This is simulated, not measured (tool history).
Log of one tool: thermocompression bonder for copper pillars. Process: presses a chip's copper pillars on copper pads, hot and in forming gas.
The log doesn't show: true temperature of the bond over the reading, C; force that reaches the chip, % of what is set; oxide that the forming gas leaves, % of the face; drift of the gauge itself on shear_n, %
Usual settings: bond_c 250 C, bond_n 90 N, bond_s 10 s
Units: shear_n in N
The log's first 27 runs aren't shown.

run     day  bond_c  bond_n  bond_s  hours of work since the heater was calibrated  hours of work since the force cell was calibrated  hours of work since the gas filter was changed  shear_n
 28  12.379     277     107       6                                            624                                                356                                             164     83.8
 29  12.875     277     107       6                                            632                                                364                                             171     84.5
 30  13.400     277     107       6                                            639                                                371                                             179     84.4
 31  14.046     250      90       5                                            649                                                381                                             188     44.6
 32  14.692     241      64       9                                            659                                                391                                             198     33.0
 33  15.200     236      56      10                                            666                                                398                                             206     26.9
 34  15.708     236      56      10                                            674                                                406                                             213     26.8
 35  16.308     278      93       8                                            683                                                415                                             222     83.2
 36  16.958     278      93      28                                            692                                                424                                             232    114.5
 37  17.312     232     113      19                                            698                                                429                                             237     69.5
 38  17.767     232     113      19                                            704                                                436                                             244     69.0
 39  18.162     226     131      15                                            710                                                442                                             250     66.2
 40  18.612     226     131      15                                            717                                                449                                             256     66.2

4 ways to go on from here, each from the tool as it stands after run 40. What would each give?
  A  19.033     250      90      12                                            723                                                455                                             262        ?
  B  19.033     256      67      12                                            723                                                455                                             262        ?
  C  19.033     251      82      16                                            723                                                455                                             262        ?
  D  19.033     252      91       7                                            723                                                455                                             262        ?

run  shear_n
  A     61.6
  B     50.4
  C     65.4
  D     54.1
Without the tool's hidden state the same runs would have given:
run  shear_n
  A     58.6
  B     47.8
  C     62.4
  D     51.3
